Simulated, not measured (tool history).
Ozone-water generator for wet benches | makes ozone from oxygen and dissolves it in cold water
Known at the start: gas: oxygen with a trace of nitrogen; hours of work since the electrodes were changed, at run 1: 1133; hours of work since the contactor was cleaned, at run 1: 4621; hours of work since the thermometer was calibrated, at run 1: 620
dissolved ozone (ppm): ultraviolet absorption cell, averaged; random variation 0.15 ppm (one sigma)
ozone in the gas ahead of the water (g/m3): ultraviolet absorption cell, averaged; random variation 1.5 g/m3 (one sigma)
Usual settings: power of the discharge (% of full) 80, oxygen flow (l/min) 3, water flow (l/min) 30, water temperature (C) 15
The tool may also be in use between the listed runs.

run,hour,power of the discharge (% of full),oxygen flow (l/min),water flow (l/min),water temperature (C),hours of work since the electrodes were changed,hours of work since the contactor was cleaned,hours of work since the thermometer was calibrated,dissolved ozone (ppm),ozone in the gas ahead of the water (g/m3)
1,0,80,3,30,15,1133,4621,620,17.2,274.1
2,41.1,80,3,30,15,1163,4651,650,17,275.1
3,65.8,80,2.1,30,15,1180,4669,667,15.3,334.7
4,85.6,80,2.1,30,15,1195,4683,681,15.7,331.9
5,113.2,80,3,23,15,1214,4703,701,22.2,273.9
6,141.4,80,3,23,15,1235,4723,722,22.2,272
7,182.5,80,3,30,9,1264,4753,751,17.8,274.4
8,208.2,80,3,30,9,1283,4771,770,17.5,272
9,230.4,80,3,30,9,1299,4787,786,17.7,273
10,258.8,80,3,30,9,1319,4807,806,17.8,272
11,276.3,80,3,30,15,1332,4820,819,17.1,275.2
12,304.7,80,3,30,15,1352,4840,839,17,272.1
13,336.2,80,3,30,15,1375,4863,862,17.1,271.7
14,371.9,80,3,30,20,1400,4889,887,16.4,271.4
15,394.1,80,3,30,20,1416,4905,903,16.2,272.4
16,415.5,80,3,30,20,1432,4920,919,16.4,274.3
17,434.1,80,3,30,20,1445,4933,932,16.2,269.9

Run 18 comes next. What will it give?
18,474.5,94,4.65,28,18,1474,4962,961,?,?

dissolved ozone (ppm): 21.2
ozone in the gas ahead of the water (g/m3): 240.1
Without the tool's hidden state the same run would have given dissolved ozone (ppm) 23.3, ozone in the gas ahead of the water (g/m3) 256.4.
